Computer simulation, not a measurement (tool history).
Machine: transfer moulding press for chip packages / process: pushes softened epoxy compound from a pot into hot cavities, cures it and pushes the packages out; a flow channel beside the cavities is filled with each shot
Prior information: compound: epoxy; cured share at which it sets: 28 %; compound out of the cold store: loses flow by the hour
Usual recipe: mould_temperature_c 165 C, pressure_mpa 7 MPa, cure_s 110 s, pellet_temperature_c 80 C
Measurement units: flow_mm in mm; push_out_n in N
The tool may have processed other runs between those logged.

run	day	mould_temperature_c	pressure_mpa	cure_s	pellet_temperature_c	incoming compound's hours out of the cold store	flow_mm	push_out_n
1	0	165	7	110	80	43.9	722	450
# day 1.179: cavities cleaned with cleaning compound and waxed
2	2.221	170	7	110	80	32.5	731	565
# day 2.546: cavities cleaned with cleaning compound and waxed
# day 3.946: cavities cleaned with cleaning compound and waxed
3	4.208	165	7	110	76	46.7	704	482
# day 5.346: cavities cleaned with cleaning compound and waxed
4	6.225	165	7	112	80	46.7	697	562
# day 6.792: cavities cleaned with cleaning compound and waxed
# day 8.217: cavities cleaned with cleaning compound and waxed
5	9.329	165	7	110	80	47.8	688	609
# day 9.738: cavities cleaned with cleaning compound and waxed
# day 11.2: cavities cleaned with cleaning compound and waxed
# day 11.775: plunger's sealing rings changed
6	12.454	165	7	110	80	24.2	775	662
# day 12.708: cavities cleaned with cleaning compound and waxed
# day 14.233: cavities cleaned with cleaning compound and waxed
7	14.246	165	7	110	80	26.1	772	412
# day 15.617: cavities cleaned with cleaning compound and waxed
8	15.617	165	7	110	80	47.8	718	412
# day 17.112: cavities cleaned with cleaning compound and waxed
9	17.754	165	7	110	80	17.3	783	571
# day 18.412: mould's thermocouples calibrated
# day 18.738: cavities cleaned with cleaning compound and waxed
# day 20.142: cavities cleaned with cleaning compound and waxed
10	20.142	173	7	110	80	14.9	761	365
# day 21.512: cavities cleaned with cleaning compound and waxed
# day 22.938: cavities cleaned with cleaning compound and waxed
11	22.975	165	7	110	80	46.7	690	415
# day 24.312: cavities cleaned with cleaning compound and waxed
12	25.462	165	7	110	80	41.8	698	622
# day 25.721: cavities cleaned with cleaning compound and waxed
# day 27.104: cavities cleaned with cleaning compound and waxed
13	28.083	165	5.4	147	80	8.2	673	564
# day 28.5: cavities cleaned with cleaning compound and waxed
14	29.462	159	7.76	149	80	11	806	564
# day 29.95: cavities cleaned with cleaning compound and waxed
# day 30.25: plunger's sealing rings changed
15	31.275	160	8.09	110	80	22	852	792
# day 31.533: cavities cleaned with cleaning compound and waxed
# day 32.933: cavities cleaned with cleaning compound and waxed
16	33.038	160	5.93	143	80	9.8	759	433
# day 34.292: cavities cleaned with cleaning compound and waxed
# day 35.746: cavities cleaned with cleaning compound and waxed
17	36.2	165	5.32	110	81	18.8	676	535
# day 37.262: cavities cleaned with cleaning compound and waxed
# day 38.704: cavities cleaned with cleaning compound and waxed
18	39.092	172	8.66	113	81	28	811	456
# day 40.171: cavities cleaned with cleaning compound and waxed
19	40.888	172	6.17	113	81	37.6	664	515
# day 41.638: cavities cleaned with cleaning compound and waxed
20	42.896	172	6.17	113	81	36.8	655	582
# day 43.112: cavities cleaned with cleaning compound and waxed
# day 44.546: cavities cleaned with cleaning compound and waxed
21	45.171	172	6.17	113	81	13.2	700	481
# day 46.104: cavities cleaned with cleaning compound and waxed
# day 47.467: mould's thermocouples calibrated
# day 47.792: cavities cleaned with cleaning compound and waxed
22	47.954	172	5.24	113	81	12.7	635	407
# day 48.612: plunger's sealing rings changed
# day 49.417: cavities cleaned with cleaning compound and waxed
23	50.154	172	7.3	146	88	26.2	771	513
# day 50.862: cavities cleaned with cleaning compound and waxed
24	51.458	172	7.3	146	88	17.3	789	496

4 ways to go on from here, each from the tool as it stands after run 24. What would each give?
# day 52.283: cavities cleaned with cleaning compound and waxed
# day 53.742: cavities cleaned with cleaning compound and waxed
A	54.604	165	7	123	80	25.8	?	?
# day 52.283: cavities cleaned with cleaning compound and waxed
# day 53.742: cavities cleaned with cleaning compound and waxed
B	54.604	165	8.54	101	74	33	?	?
# day 52.283: cavities cleaned with cleaning compound and waxed
# day 53.742: cavities cleaned with cleaning compound and waxed
C	54.604	165	7	110	79	13.6	?	?
# day 52.283: cavities cleaned with cleaning compound and waxed
# day 53.742: cavities cleaned with cleaning compound and waxed
D	54.604	172	5.85	146	88	11	?	?

run	flow_mm	push_out_n
A	761	521
B	820	614
C	798	582
D	716	530
With no hidden state in the tool, these same runs would have given:
run	flow_mm	push_out_n
A	778	344
B	838	402
C	816	383
D	732	354

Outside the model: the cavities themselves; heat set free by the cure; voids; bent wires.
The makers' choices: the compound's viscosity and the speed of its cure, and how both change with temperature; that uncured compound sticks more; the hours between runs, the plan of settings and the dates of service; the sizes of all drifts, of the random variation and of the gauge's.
